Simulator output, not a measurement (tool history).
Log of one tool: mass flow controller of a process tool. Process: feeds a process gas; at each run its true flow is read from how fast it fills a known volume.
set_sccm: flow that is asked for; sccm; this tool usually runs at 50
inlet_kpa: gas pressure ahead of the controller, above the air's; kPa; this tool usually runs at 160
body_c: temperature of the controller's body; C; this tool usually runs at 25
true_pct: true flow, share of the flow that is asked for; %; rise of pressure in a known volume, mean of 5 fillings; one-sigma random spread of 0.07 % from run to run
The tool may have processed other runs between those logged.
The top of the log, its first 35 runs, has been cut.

run	hour	set_sccm	inlet_kpa	body_c	hours of work since the controller was set to zero	hours of work since the controller was changed	true_pct
36	2355.1	29	254	22	287	1211	99.46
37	2431.2	80	154	39	316	1241	99.24
38	2514.9	80	154	39	349	1273	99.45
39	2611.9	51	199	37	387	1311	99.08
40	2692.5	51	199	37	418	1343	99.09
41	2792.9	51	199	37	457	1382	99.02
42	2863.2	46	239	31	485	1409	99.36
43	2927.9	46	239	32	510	1434	99.54
44	3007.9	16	189	39	541	1466	98.51
45	3059.4	29	160	31	561	1486	98.67
46	3109.6	29	160	31	581	1505	98.74
47	3209.1	16	206	31	620	1544	98.87
48	3303.5	16	206	31	657	1581	98.91

4 options for the next run, each taken on its own from the tool as it stands now. Forecast them:
A	3347	50	221	38	674	1598	?
B	3347	11	206	31	674	1598	?
C	3347	28	141	21	674	1598	?
D	3347	32	160	25	674	1598	?

run	true_pct
A	99.3
B	98.82
C	98.84
D	99.04
Had the tool no hidden state, the same runs would have come out as:
run	true_pct
A	98.54
B	97.47
C	97.94
D	98.18

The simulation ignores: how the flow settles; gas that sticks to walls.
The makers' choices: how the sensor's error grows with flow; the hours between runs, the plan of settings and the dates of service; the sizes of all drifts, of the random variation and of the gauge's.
